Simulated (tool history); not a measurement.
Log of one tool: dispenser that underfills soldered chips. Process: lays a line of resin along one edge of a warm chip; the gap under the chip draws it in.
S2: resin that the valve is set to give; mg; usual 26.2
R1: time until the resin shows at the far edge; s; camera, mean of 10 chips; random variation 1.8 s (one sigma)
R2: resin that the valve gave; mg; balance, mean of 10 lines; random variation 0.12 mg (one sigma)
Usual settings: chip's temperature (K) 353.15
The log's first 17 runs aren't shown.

At hour 79.6: new syringe of resin.
Run 18, hour 80.6: usual settings. Result: R1 190.6 s, R2 24.43 mg.
Run 19, hour 86.3: usual settings. Result: R1 230.7 s, R2 24.25 mg.
At hour 87.9: dispensing valve cleaned and set on the balance.
At hour 89.0: new syringe of resin.
Run 20, hour 93.9: usual settings but chip's temperature (K) 343.15, S2 31.6 mg. Result: R1 310.8 s, R2 31.74 mg.
At hour 97.9: new syringe of resin.
Run 21, hour 99.0: usual settings but chip's temperature (K) 357.15, S2 24.1 mg. Result: R1 160.0 s, R2 23.81 mg.
Run 22, hour 103.3: usual settings but chip's temperature (K) 346.15, S2 28.1 mg. Result: R1 282.5 s, R2 28.01 mg.
At hour 106.6: new syringe of resin.
Run 23, hour 106.7: usual settings but chip's temperature (K) 357.15, S2 29.5 mg. Result: R1 152.3 s, R2 29.57 mg.
Run 24, hour 111.6: usual settings but chip's temperature (K) 357.15, S2 29.5 mg. Result: R1 176.3 s, R2 29.24 mg.
At hour 115.1: new syringe of resin.
Run 25, hour 117.9: usual settings but chip's temperature (K) 357.15, S2 29.5 mg. Result: R1 161.5 s, R2 29.02 mg.
Run 26, hour 122.1: usual settings but chip's temperature (K) 364.15, S2 24.9 mg. Result: R1 146.6 s, R2 24.46 mg.
At hour 123.6: new syringe of resin.
Run 27, hour 127.9: usual settings but chip's temperature (K) 364.15, S2 24.9 mg. Result: R1 130.3 s, R2 24.45 mg.
At hour 132.2: new syringe of resin.
Run 28, hour 133.8: usual settings but chip's temperature (K) 364.15, S2 24.9 mg. Result: R1 124.2 s, R2 24.32 mg.
Run 29, hour 138.5: usual settings but chip's temperature (K) 364.15, S2 32.8 mg. Result: R1 134.6 s, R2 32.37 mg.
At hour 140.8: new syringe of resin.
Run 30, hour 142.8: usual settings but chip's temperature (K) 350.15, S2 33.0 mg. Result: R1 220.6 s, R2 32.36 mg.
Run 31, hour 145.4: usual settings but chip's temperature (K) 362.15, S2 33.9 mg. Result: R1 140.7 s, R2 33.37 mg.
At hour 149.3: new syringe of resin.
Run 32, hour 150.6: usual settings but chip's temperature (K) 362.15, S2 33.9 mg. Result: R1 122.5 s, R2 33.31 mg.
Run 33, hour 154.8: usual settings but chip's temperature (K) 362.15, S2 33.9 mg. Result: R1 142.1 s, R2 33.05 mg.
At hour 157.8: new syringe of resin.
Run 34, hour 158.5: usual settings but chip's temperature (K) 351.15, S2 23.1 mg. Result: R1 211.9 s, R2 22.39 mg.
Run 35, hour 163.2: usual settings but chip's temperature (K) 364.15, S2 24.2 mg. Result: R1 139.8 s, R2 23.51 mg.

Forecast each of these 3 alternatives for the next run:
At hour 166.3: new syringe of resin.
Run A, hour 168.2: usual settings but chip's temperature (K) 361.15, S2 28.1 mg. Result: R1 ?, R2 ?.
At hour 166.3: new syringe of resin.
Run B, hour 168.2: usual settings but chip's temperature (K) 341.15, S2 28.2 mg. Result: R1 ?, R2 ?.
At hour 166.3: new syringe of resin.
Run C, hour 168.2: usual settings but chip's temperature (K) 358.15. Result: R1 ?, R2 ?.

run     R1     R2
  A  137.4  27.02
  B  330.9  27.16
  C  158.6  25.33
Without the tool's hidden state the same runs would have given:
run     R1     R2
  A  126.7  27.89
  B  304.7  28.05
  C  145.8  26.15
